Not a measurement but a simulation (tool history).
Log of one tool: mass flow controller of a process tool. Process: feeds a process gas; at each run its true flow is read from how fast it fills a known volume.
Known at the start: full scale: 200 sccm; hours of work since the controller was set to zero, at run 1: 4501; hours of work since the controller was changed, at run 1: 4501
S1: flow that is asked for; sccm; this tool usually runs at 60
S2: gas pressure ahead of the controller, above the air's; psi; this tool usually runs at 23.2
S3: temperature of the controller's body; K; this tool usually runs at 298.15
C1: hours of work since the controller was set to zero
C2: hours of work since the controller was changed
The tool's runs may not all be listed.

Run 1, day 0.000: usual settings; C1 4501; C2 4501. Result: true flow (%) 97.38.
Run 2, day 2.096: usual settings; C1 4523; C2 4523. Result: true flow (%) 97.36.
Run 3, day 4.596: usual settings but S3 299.15 K; C1 4548; C2 4548. Result: true flow (%) 97.39.
Run 4, day 7.104: usual settings but S2 39.2 psi, S3 299.15 K; C1 4574; C2 4574. Result: true flow (%) 97.14.
Run 5, day 9.242: usual settings but S2 39.2 psi, S3 299.15 K; C1 4596; C2 4596. Result: true flow (%) 97.15.
Run 6, day 10.654: usual settings but S2 36.5 psi, S3 299.15 K; C1 4610; C2 4610. Result: true flow (%) 97.24.
Run 7, day 13.654: usual settings but S1 121 sccm, S2 34.4 psi; C1 4641; C2 4641. Result: true flow (%) 97.25.
At day 13.912: controller's zero set anew.
Run 8, day 15.358: usual settings but S1 121 sccm, S2 34.4 psi; C1 15; C2 4658. Result: true flow (%) 97.33.
Run 9, day 17.862: usual settings but S1 25 sccm, S2 22.2 psi, S3 302.15 K; C1 40; C2 4683. Result: true flow (%) 101.17.
At day 19.058: controller's zero set anew, once more.
Run 10, day 20.608: usual settings but S1 126 sccm, S2 40.6 psi, S3 304.15 K; C1 16; C2 4711. Result: true flow (%) 96.63.

Hidden state at the last listed run before each entry between runs and at the first one after, where it differs:
Logged between run 7 and run 8: controller's zero set anew (day 13.912)
  flow at rest that the sensor doesn't see, % of full scale: 0.575 -> 0.741; true flow over the shown one, %: -2.37 -> -2.38
  difference, measured minus the result without the unlogged condition, true flow (%): -1.42 -> -1.15
Logged between run 9 and run 10: controller's zero set anew, once more (day 19.058)
  flow at rest that the sensor doesn't see, % of full scale: 0.744 -> 0.004; true flow over the shown one, %: -2.4 -> -2.41
  difference, measured minus the result without the unlogged condition, true flow (%): +3.56 -> -2.41
